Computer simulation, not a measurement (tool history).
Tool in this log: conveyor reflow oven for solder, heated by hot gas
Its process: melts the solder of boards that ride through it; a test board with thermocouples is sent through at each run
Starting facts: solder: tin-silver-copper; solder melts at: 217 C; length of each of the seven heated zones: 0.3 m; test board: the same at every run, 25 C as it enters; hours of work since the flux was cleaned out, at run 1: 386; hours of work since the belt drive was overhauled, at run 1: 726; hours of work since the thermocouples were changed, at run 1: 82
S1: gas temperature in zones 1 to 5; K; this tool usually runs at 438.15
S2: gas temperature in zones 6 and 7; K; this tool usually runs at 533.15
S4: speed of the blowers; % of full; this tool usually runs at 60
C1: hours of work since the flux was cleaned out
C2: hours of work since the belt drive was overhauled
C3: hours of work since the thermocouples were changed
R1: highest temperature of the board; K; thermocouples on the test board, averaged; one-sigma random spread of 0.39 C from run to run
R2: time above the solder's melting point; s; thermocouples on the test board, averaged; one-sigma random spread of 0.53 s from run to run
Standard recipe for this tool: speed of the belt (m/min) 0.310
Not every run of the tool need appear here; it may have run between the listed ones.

{"run": 1, "day": 0.0, "S1": 438.15, "S2": 533.15, "speed of the belt (m/min)": 0.31, "S4": 60, "C1": 386, "C2": 726, "C3": 82, "R1": 515.05, "R2": 69.4}
{"day": 1.383, "done": "flux residue cleaned out of gas plates and filters"}
{"run": 2, "day": 1.592, "S1": 438.15, "S2": 533.15, "speed of the belt (m/min)": 0.31, "S4": 60, "C1": 3, "C2": 748, "C3": 105, "R1": 518.35, "R2": 75.2}
{"run": 3, "day": 4.412, "S1": 438.15, "S2": 533.15, "speed of the belt (m/min)": 0.31, "S4": 60, "C1": 50, "C2": 795, "C3": 151, "R1": 517.95, "R2": 75.9}
{"run": 4, "day": 5.804, "S1": 438.15, "S2": 533.15, "speed of the belt (m/min)": 0.31, "S4": 60, "C1": 72, "C2": 817, "C3": 174, "R1": 518.15, "R2": 75.2}
{"run": 5, "day": 8.312, "S1": 438.15, "S2": 533.15, "speed of the belt (m/min)": 0.31, "S4": 60, "C1": 113, "C2": 859, "C3": 215, "R1": 517.85, "R2": 75.2}
{"run": 6, "day": 11.146, "S1": 438.15, "S2": 533.15, "speed of the belt (m/min)": 0.31, "S4": 60, "C1": 160, "C2": 905, "C3": 261, "R1": 518.25, "R2": 74.9}
{"run": 7, "day": 12.946, "S1": 438.15, "S2": 533.15, "speed of the belt (m/min)": 0.31, "S4": 64, "C1": 189, "C2": 934, "C3": 291, "R1": 519.25, "R2": 75.9}
{"run": 8, "day": 14.367, "S1": 438.15, "S2": 533.15, "speed of the belt (m/min)": 0.31, "S4": 64, "C1": 213, "C2": 958, "C3": 314, "R1": 518.35, "R2": 76.0}
{"run": 9, "day": 15.842, "S1": 438.15, "S2": 533.15, "speed of the belt (m/min)": 0.337, "S4": 60, "C1": 237, "C2": 982, "C3": 338, "R1": 515.35, "R2": 63.4}
{"run": 10, "day": 17.129, "S1": 438.15, "S2": 533.15, "speed of the belt (m/min)": 0.337, "S4": 60, "C1": 258, "C2": 1003, "C3": 359, "R1": 516.15, "R2": 63.3}
{"run": 11, "day": 19.388, "S1": 438.15, "S2": 533.15, "speed of the belt (m/min)": 0.337, "S4": 60, "C1": 295, "C2": 1040, "C3": 396, "R1": 514.15, "R2": 63.0}
{"run": 12, "day": 20.762, "S1": 438.15, "S2": 533.15, "speed of the belt (m/min)": 0.337, "S4": 60, "C1": 317, "C2": 1062, "C3": 419, "R1": 514.25, "R2": 63.9}
{"run": 13, "day": 22.192, "S1": 438.15, "S2": 533.15, "speed of the belt (m/min)": 0.337, "S4": 60, "C1": 341, "C2": 1086, "C3": 442, "R1": 514.95, "R2": 63.5}
{"day": 22.612, "done": "belt drive overhauled, speed set with a stopwatch"}
{"run": 14, "day": 25.075, "S1": 437.15, "S2": 533.15, "speed of the belt (m/min)": 0.31, "S4": 60, "C1": 385, "C2": 40, "C3": 487, "R1": 518.15, "R2": 74.8}
{"day": 26.538, "done": "flux residue cleaned out of gas plates and filters"}
{"run": 15, "day": 28.329, "S1": 437.15, "S2": 533.15, "speed of the belt (m/min)": 0.31, "S4": 60, "C1": 29, "C2": 90, "C3": 537, "R1": 520.45, "R2": 79.9}
{"day": 28.771, "done": "belt drive overhauled, speed set with a stopwatch, once more"}
{"run": 16, "day": 30.262, "S1": 437.15, "S2": 533.15, "speed of the belt (m/min)": 0.31, "S4": 60, "C1": 58, "C2": 24, "C3": 566, "R1": 518.55, "R2": 72.9}
{"run": 17, "day": 31.55, "S1": 451.15, "S2": 521.15, "speed of the belt (m/min)": 0.344, "S4": 52, "C1": 79, "C2": 46, "C3": 587, "R1": 506.55, "R2": 51.2}
{"run": 18, "day": 33.017, "S1": 441.15, "S2": 543.15, "speed of the belt (m/min)": 0.276, "S4": 89, "C1": 103, "C2": 70, "C3": 611, "R1": 536.45, "R2": 108.5}
{"run": 19, "day": 34.279, "S1": 441.15, "S2": 531.15, "speed of the belt (m/min)": 0.33, "S4": 89, "C1": 124, "C2": 90, "C3": 631, "R1": 520.45, "R2": 74.2}
{"run": 20, "day": 37.179, "S1": 430.15, "S2": 526.15, "speed of the belt (m/min)": 0.306, "S4": 64, "C1": 172, "C2": 138, "C3": 679, "R1": 513.05, "R2": 62.6}
{"run": 21, "day": 38.862, "S1": 430.15, "S2": 526.15, "speed of the belt (m/min)": 0.306, "S4": 64, "C1": 199, "C2": 165, "C3": 707, "R1": 512.35, "R2": 63.4}
{"run": 22, "day": 40.296, "S1": 430.15, "S2": 526.15, "speed of the belt (m/min)": 0.306, "S4": 64, "C1": 223, "C2": 189, "C3": 730, "R1": 512.75, "R2": 62.0}
{"run": 23, "day": 42.304, "S1": 430.15, "S2": 526.15, "speed of the belt (m/min)": 0.306, "S4": 64, "C1": 256, "C2": 222, "C3": 763, "R1": 511.95, "R2": 61.0}
{"run": 24, "day": 44.25, "S1": 430.15, "S2": 526.15, "speed of the belt (m/min)": 0.306, "S4": 64, "C1": 287, "C2": 254, "C3": 795, "R1": 512.15, "R2": 62.2}
{"run": 25, "day": 45.804, "S1": 430.15, "S2": 526.15, "speed of the belt (m/min)": 0.306, "S4": 64, "C1": 313, "C2": 279, "C3": 820, "R1": 512.35, "R2": 61.6}
{"run": 26, "day": 47.1, "S1": 438.15, "S2": 533.15, "speed of the belt (m/min)": 0.31, "S4": 89, "C1": 334, "C2": 300, "C3": 841, "R1": 522.95, "R2": 81.2}
{"run": 27, "day": 49.212, "S1": 438.15, "S2": 541.15, "speed of the belt (m/min)": 0.318, "S4": 60, "C1": 369, "C2": 335, "C3": 876, "R1": 524.15, "R2": 78.0}

Below are 4 alternative next runs, each starting from the tool's condition after run 27. Predict each:
{"day": 51.738, "done": "flux residue cleaned out of gas plates and filters"}
{"run": "A", "day": 52.062, "S1": 438.15, "S2": 532.15, "speed of the belt (m/min)": 0.31, "S4": 60, "C1": 5, "C2": 378, "C3": 919, "R1": "?", "R2": "?"}
{"day": 51.738, "done": "flux residue cleaned out of gas plates and filters"}
{"run": "B", "day": 52.062, "S1": 438.15, "S2": 539.15, "speed of the belt (m/min)": 0.306, "S4": 69, "C1": 5, "C2": 378, "C3": 919, "R1": "?", "R2": "?"}
{"day": 51.738, "done": "flux residue cleaned out of gas plates and filters"}
{"run": "C", "day": 52.062, "S1": 436.15, "S2": 532.15, "speed of the belt (m/min)": 0.369, "S4": 60, "C1": 5, "C2": 378, "C3": 919, "R1": "?", "R2": "?"}
{"day": 51.738, "done": "flux residue cleaned out of gas plates and filters"}
{"run": "D", "day": 52.062, "S1": 438.15, "S2": 542.15, "speed of the belt (m/min)": 0.31, "S4": 60, "C1": 5, "C2": 378, "C3": 919, "R1": "?", "R2": "?"}

run=A R1=519.85 R2=77.9
run=B R1=528.45 R2=88.6
run=C R1=513.35 R2=52.8
run=D R1=529.45 R2=87.1
The same runs, with their run-to-run variation unchanged, on a tool lacking any hidden condition would have given:
run=A R1=516.45 R2=72.7
run=B R1=524.95 R2=84.3
run=C R1=510.15 R2=47.7
run=D R1=526.05 R2=82.7

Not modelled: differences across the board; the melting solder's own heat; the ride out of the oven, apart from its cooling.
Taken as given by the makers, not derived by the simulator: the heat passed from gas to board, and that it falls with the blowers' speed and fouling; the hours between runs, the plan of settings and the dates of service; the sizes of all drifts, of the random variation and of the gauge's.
